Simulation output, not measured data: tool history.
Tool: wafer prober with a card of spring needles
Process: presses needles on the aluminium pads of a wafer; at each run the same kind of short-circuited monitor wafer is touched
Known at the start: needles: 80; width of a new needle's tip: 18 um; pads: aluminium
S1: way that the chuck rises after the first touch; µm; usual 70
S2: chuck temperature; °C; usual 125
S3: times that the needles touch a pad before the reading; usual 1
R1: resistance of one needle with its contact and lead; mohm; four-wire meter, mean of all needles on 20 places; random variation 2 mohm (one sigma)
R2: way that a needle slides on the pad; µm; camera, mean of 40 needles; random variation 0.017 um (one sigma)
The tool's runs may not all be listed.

{"run": 1, "day": 0.0, "S1": 70, "S2": 125, "S3": 1, "R1": 214, "R2": 13.64}
{"day": 0.133, "done": "tips cleaned on abrasive film"}
{"day": 0.196, "done": "height of the first contact set anew"}
{"run": 2, "day": 0.538, "S1": 68, "S2": 125, "S3": 1, "R1": 213, "R2": 13.22}
{"day": 0.8, "done": "tips cleaned on abrasive film"}
{"run": 3, "day": 1.312, "S1": 68, "S2": 125, "S3": 1, "R1": 214, "R2": 13.2}
{"day": 1.45, "done": "tips cleaned on abrasive film"}
{"day": 2.1, "done": "tips cleaned on abrasive film"}
{"run": 4, "day": 2.1, "S1": 68, "S2": 125, "S3": 1, "R1": 211, "R2": 13.2}
{"run": 5, "day": 2.483, "S1": 68, "S2": 125, "S3": 1, "R1": 213, "R2": 13.17}
{"day": 2.704, "done": "tips cleaned on abrasive film"}
{"run": 6, "day": 2.958, "S1": 70, "S2": 125, "S3": 1, "R1": 214, "R2": 13.55}
{"day": 3.304, "done": "tips cleaned on abrasive film"}
{"run": 7, "day": 3.462, "S1": 70, "S2": 125, "S3": 1, "R1": 209, "R2": 13.5}
{"day": 3.95, "done": "tips cleaned on abrasive film"}
{"run": 8, "day": 4.229, "S1": 70, "S2": 125, "S3": 2, "R1": 210, "R2": 13.53}
{"day": 4.55, "done": "tips cleaned on abrasive film"}
{"run": 9, "day": 4.838, "S1": 70, "S2": 125, "S3": 1, "R1": 212, "R2": 13.51}
{"day": 5.162, "done": "tips cleaned on abrasive film"}
{"run": 10, "day": 5.438, "S1": 70, "S2": 125, "S3": 2, "R1": 216, "R2": 13.49}
{"day": 5.796, "done": "tips cleaned on abrasive film"}
{"run": 11, "day": 5.908, "S1": 70, "S2": 54, "S3": 1, "R1": 197, "R2": 13.47}
{"day": 6.429, "done": "tips cleaned on abrasive film"}
{"run": 12, "day": 6.45, "S1": 70, "S2": 54, "S3": 1, "R1": 195, "R2": 13.48}
{"day": 7.062, "done": "tips cleaned on abrasive film"}
{"run": 13, "day": 7.3, "S1": 70, "S2": 54, "S3": 1, "R1": 195, "R2": 13.43}
{"day": 7.7, "done": "tips cleaned on abrasive film"}
{"run": 14, "day": 7.817, "S1": 70, "S2": 54, "S3": 1, "R1": 195, "R2": 13.41}
{"day": 8.371, "done": "tips cleaned on abrasive film"}
{"run": 15, "day": 8.546, "S1": 70, "S2": 125, "S3": 1, "R1": 215, "R2": 13.39}
{"day": 8.983, "done": "tips cleaned on abrasive film"}
{"run": 16, "day": 9.129, "S1": 70, "S2": 125, "S3": 1, "R1": 214, "R2": 13.36}
{"day": 9.646, "done": "tips cleaned on abrasive film"}
{"day": 9.788, "done": "gauge calibrated"}
{"run": 17, "day": 9.917, "S1": 57, "S2": 65, "S3": 2, "R1": 200, "R2": 11.08}
{"day": 10.296, "done": "tips cleaned on abrasive film"}
{"run": 18, "day": 10.662, "S1": 55, "S2": 32, "S3": 2, "R1": 198, "R2": 10.67}
{"day": 10.925, "done": "tips cleaned on abrasive film"}
{"run": 19, "day": 11.362, "S1": 57, "S2": 92, "S3": 3, "R1": 206, "R2": 11.06}
{"day": 11.521, "done": "tips cleaned on abrasive film"}
{"run": 20, "day": 11.733, "S1": 57, "S2": 92, "S3": 3, "R1": 208, "R2": 11.04}
{"day": 11.9, "done": "height of the first contact set anew"}
{"day": 12.142, "done": "tips cleaned on abrasive film"}
{"run": 21, "day": 12.142, "S1": 70, "S2": 125, "S3": 1, "R1": 214, "R2": 13.57}
{"day": 12.788, "done": "tips cleaned on abrasive film"}
{"run": 22, "day": 12.938, "S1": 70, "S2": 125, "S3": 1, "R1": 211, "R2": 13.56}
{"day": 13.4, "done": "tips cleaned on abrasive film"}
{"run": 23, "day": 13.821, "S1": 65, "S2": 125, "S3": 1, "R1": 213, "R2": 12.54}
{"day": 14.033, "done": "tips cleaned on abrasive film"}
{"day": 14.638, "done": "tips cleaned on abrasive film"}
{"run": 24, "day": 14.638, "S1": 79, "S2": 105, "S3": 1, "R1": 205, "R2": 15.24}
{"run": 25, "day": 15.021, "S1": 79, "S2": 105, "S3": 1, "R1": 203, "R2": 15.19}
{"day": 15.254, "done": "tips cleaned on abrasive film"}
{"day": 15.854, "done": "tips cleaned on abrasive film"}
{"run": 26, "day": 15.854, "S1": 79, "S2": 105, "S3": 1, "R1": 208, "R2": 15.18}

Forecast run 27:
{"run": 27, "day": 16.438, "S1": 69, "S2": 70, "S3": 1, "R1": "?", "R2": "?"}

R1: 202 mohm
R2: 13.26 µm
Without the tool's hidden state the same run would have given R1 201 mohm, R2 13.44 µm.
